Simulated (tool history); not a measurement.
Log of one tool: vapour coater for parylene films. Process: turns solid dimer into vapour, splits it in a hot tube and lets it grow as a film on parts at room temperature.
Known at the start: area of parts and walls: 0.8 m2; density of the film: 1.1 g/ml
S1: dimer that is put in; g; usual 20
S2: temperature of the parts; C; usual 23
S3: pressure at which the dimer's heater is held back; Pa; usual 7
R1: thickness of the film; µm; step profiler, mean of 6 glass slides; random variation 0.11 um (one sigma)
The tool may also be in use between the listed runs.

run 1 hour=0 | S1=20 S2=23 S3=7 | R1=13.65
run 2 hour=24.3 | S1=20 S2=23 S3=3.15 | R1=16.98
run 3 hour=38 | S1=20 S2=23 S3=3.15 | R1=16.89
run 4 hour=53 | S1=12 S2=23 S3=7 | R1=8.38
run 5 hour=75.4 | S1=20 S2=23 S3=7 | R1=13.82
run 6 hour=87.3 | S1=20 S2=22 S3=7 | R1=14.36
run 7 hour=108.7 | S1=20 S2=34 S3=7 | R1=9.32
run 8 hour=119 | S1=20 S2=34 S3=7 | R1=9.09
run 9 hour=135.6 | S1=20 S2=27 S3=7 | R1=12.03
run 10 hour=158 | S1=9 S2=23 S3=10.01 | R1=5.75
run 11 hour=172.3 | S1=9 S2=23 S3=10.01 | R1=5.69
run 12 hour=189.3 | S1=16 S2=20 S3=4.61 | R1=13.79
run 13 hour=211.8 | S1=19 S2=24 S3=7 | R1=12.65
run 14 hour=225.3 | S1=19 S2=24 S3=7 | R1=12.52
run 15 hour=235.6 | S1=11 S2=15 S3=7 | R1=10.33
run 16 hour=254.9 | S1=11 S2=15 S3=7 | R1=10.36

Taken out of this log: 1 entry between the listed runs. Where each belongs, and how the hidden state differs across it:
Between runs 1 and 2: trap's valve overhauled (hour 6.1)
  vapour lost through the trap's worn valve, %: 0.4 -> 0
